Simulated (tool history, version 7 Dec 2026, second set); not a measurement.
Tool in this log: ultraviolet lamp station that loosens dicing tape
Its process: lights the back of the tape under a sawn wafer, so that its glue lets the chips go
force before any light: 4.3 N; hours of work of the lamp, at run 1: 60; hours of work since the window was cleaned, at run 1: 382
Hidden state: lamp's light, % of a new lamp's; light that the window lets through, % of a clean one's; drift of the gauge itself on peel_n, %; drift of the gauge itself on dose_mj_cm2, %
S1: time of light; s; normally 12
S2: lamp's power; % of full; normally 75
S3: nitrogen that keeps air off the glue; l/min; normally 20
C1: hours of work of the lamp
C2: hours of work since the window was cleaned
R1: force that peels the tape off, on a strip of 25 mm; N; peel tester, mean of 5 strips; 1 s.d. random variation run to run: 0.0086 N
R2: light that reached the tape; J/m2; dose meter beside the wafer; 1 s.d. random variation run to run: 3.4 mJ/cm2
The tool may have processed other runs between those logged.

{"run": 1, "day": 0.0, "S1": 12, "S2": 75, "S3": 20, "C1": 60, "C2": 382, "R1": 0.405, "R2": 5030}
{"run": 2, "day": 0.412, "S1": 12, "S2": 86, "S3": 20, "C1": 67, "C2": 389, "R1": 0.32, "R2": 5740}
{"run": 3, "day": 1.029, "S1": 12, "S2": 86, "S3": 20, "C1": 79, "C2": 400, "R1": 0.35, "R2": 5700}
{"run": 4, "day": 1.475, "S1": 12, "S2": 75, "S3": 20, "C1": 87, "C2": 409, "R1": 0.413, "R2": 4940}
{"run": 5, "day": 2.029, "S1": 12, "S2": 75, "S3": 20, "C1": 97, "C2": 419, "R1": 0.441, "R2": 4960}
{"run": 6, "day": 2.5, "S1": 12, "S2": 75, "S3": 20, "C1": 106, "C2": 428, "R1": 0.434, "R2": 4940}
{"run": 7, "day": 3.333, "S1": 12, "S2": 76, "S3": 20, "C1": 121, "C2": 443, "R1": 0.417, "R2": 4940}
{"run": 8, "day": 3.75, "S1": 12, "S2": 76, "S3": 20, "C1": 129, "C2": 451, "R1": 0.406, "R2": 4980}
{"run": 9, "day": 4.354, "S1": 12, "S2": 76, "S3": 20, "C1": 140, "C2": 462, "R1": 0.456, "R2": 4900}
{"day": 4.458, "done": "window cleaned of glue's vapour"}
{"run": 10, "day": 4.792, "S1": 12, "S2": 76, "S3": 20, "C1": 148, "C2": 6, "R1": 0.492, "R2": 4640}
{"run": 11, "day": 5.267, "S1": 12, "S2": 76, "S3": 20, "C1": 157, "C2": 15, "R1": 0.5, "R2": 4610}
{"run": 12, "day": 5.792, "S1": 12, "S2": 76, "S3": 20, "C1": 166, "C2": 25, "R1": 0.501, "R2": 4640}
{"day": 6.371, "done": "window cleaned of glue's vapour, once more"}
{"run": 13, "day": 6.542, "S1": 12, "S2": 76, "S3": 20, "C1": 180, "C2": 3, "R1": 0.357, "R2": 5490}
{"run": 14, "day": 6.942, "S1": 12, "S2": 76, "S3": 14, "C1": 187, "C2": 11, "R1": 0.464, "R2": 5450}
{"run": 15, "day": 7.342, "S1": 12, "S2": 76, "S3": 14, "C1": 195, "C2": 18, "R1": 0.457, "R2": 5490}
{"run": 16, "day": 7.888, "S1": 20, "S2": 76, "S3": 14, "C1": 205, "C2": 28, "R1": 0.202, "R2": 9000}
{"run": 17, "day": 8.454, "S1": 20, "S2": 76, "S3": 14, "C1": 215, "C2": 38, "R1": 0.205, "R2": 8960}
{"run": 18, "day": 9.042, "S1": 20, "S2": 69, "S3": 14, "C1": 226, "C2": 49, "R1": 0.22, "R2": 8230}
{"run": 19, "day": 9.942, "S1": 20, "S2": 69, "S3": 14, "C1": 242, "C2": 66, "R1": 0.232, "R2": 8100}
{"run": 20, "day": 10.708, "S1": 20, "S2": 69, "S3": 14, "C1": 257, "C2": 80, "R1": 0.226, "R2": 8070}
{"run": 21, "day": 11.183, "S1": 8, "S2": 75, "S3": 20, "C1": 265, "C2": 89, "R1": 0.779, "R2": 3500}
{"run": 22, "day": 11.842, "S1": 8, "S2": 75, "S3": 20, "C1": 277, "C2": 101, "R1": 0.809, "R2": 3520}
{"run": 23, "day": 12.583, "S1": 8, "S2": 75, "S3": 20, "C1": 291, "C2": 115, "R1": 0.787, "R2": 3470}
{"run": 24, "day": 13.112, "S1": 8, "S2": 75, "S3": 20, "C1": 301, "C2": 124, "R1": 0.803, "R2": 3430}
{"run": 25, "day": 13.583, "S1": 8, "S2": 75, "S3": 20, "C1": 310, "C2": 133, "R1": 0.831, "R2": 3410}
{"run": 26, "day": 14.262, "S1": 7, "S2": 75, "S3": 11, "C1": 322, "C2": 146, "R1": 1.276, "R2": 2980}
{"run": 27, "day": 15.088, "S1": 17, "S2": 75, "S3": 36, "C1": 337, "C2": 161, "R1": 0.186, "R2": 7210}
{"run": 28, "day": 15.717, "S1": 12, "S2": 88, "S3": 33, "C1": 349, "C2": 172, "R1": 0.251, "R2": 5930}
{"run": 29, "day": 16.167, "S1": 12, "S2": 75, "S3": 7, "C1": 357, "C2": 181, "R1": 0.782, "R2": 5060}
{"run": 30, "day": 16.733, "S1": 12, "S2": 75, "S3": 7, "C1": 368, "C2": 191, "R1": 0.812, "R2": 4990}
{"run": 31, "day": 17.3, "S1": 12, "S2": 75, "S3": 7, "C1": 378, "C2": 202, "R1": 0.795, "R2": 5030}
{"run": 32, "day": 17.933, "S1": 12, "S2": 75, "S3": 7, "C1": 390, "C2": 213, "R1": 0.782, "R2": 4930}
{"run": 33, "day": 18.788, "S1": 12, "S2": 75, "S3": 7, "C1": 406, "C2": 229, "R1": 0.784, "R2": 4910}
{"run": 34, "day": 19.179, "S1": 7, "S2": 75, "S3": 20, "C1": 413, "C2": 236, "R1": 1.01, "R2": 2900}
{"run": 35, "day": 19.829, "S1": 8, "S2": 75, "S3": 20, "C1": 425, "C2": 248, "R1": 0.882, "R2": 3280}
{"run": 36, "day": 20.696, "S1": 14, "S2": 68, "S3": 20, "C1": 441, "C2": 264, "R1": 0.408, "R2": 5120}
{"run": 37, "day": 21.612, "S1": 22, "S2": 60, "S3": 23, "C1": 458, "C2": 281, "R1": 0.226, "R2": 7060}
{"run": 38, "day": 22.196, "S1": 17, "S2": 71, "S3": 33, "C1": 468, "C2": 292, "R1": 0.221, "R2": 6480}
{"run": 39, "day": 22.812, "S1": 8, "S2": 93, "S3": 6, "C1": 480, "C2": 303, "R1": 1.146, "R2": 3960}
{"run": 40, "day": 23.642, "S1": 12, "S2": 75, "S3": 8, "C1": 495, "C2": 319, "R1": 0.763, "R2": 4790}
{"run": 41, "day": 24.333, "S1": 10, "S2": 95, "S3": 20, "C1": 508, "C2": 331, "R1": 0.42, "R2": 4970}
{"run": 42, "day": 24.767, "S1": 8, "S2": 67, "S3": 9, "C1": 516, "C2": 339, "R1": 1.452, "R2": 2850}
{"run": 43, "day": 25.658, "S1": 8, "S2": 67, "S3": 9, "C1": 532, "C2": 356, "R1": 1.429, "R2": 2760}

Branching from run 43: 4 alternative next runs. What would each branch give?
{"run": "A", "day": 26.229, "S1": 12, "S2": 75, "S3": 10, "C1": 543, "C2": 366, "R1": "?", "R2": "?"}
{"run": "B", "day": 26.229, "S1": 12, "S2": 86, "S3": 7, "C1": 543, "C2": 366, "R1": "?", "R2": "?"}
{"run": "C", "day": 26.229, "S1": 8, "S2": 67, "S3": 21, "C1": 543, "C2": 366, "R1": "?", "R2": "?"}
{"run": "D", "day": 26.229, "S1": 8, "S2": 73, "S3": 9, "C1": 543, "C2": 366, "R1": "?", "R2": "?"}

run=A R1=0.670 R2=4670
run=B R1=0.724 R2=5330
run=C R1=1.039 R2=2800
run=D R1=1.322 R2=3090
With no hidden state in the tool, these same runs would have given:
run=A R1=0.500 R2=5580
run=B R1=0.539 R2=6360
run=C R1=0.811 R2=3340
run=D R1=1.069 R2=3680
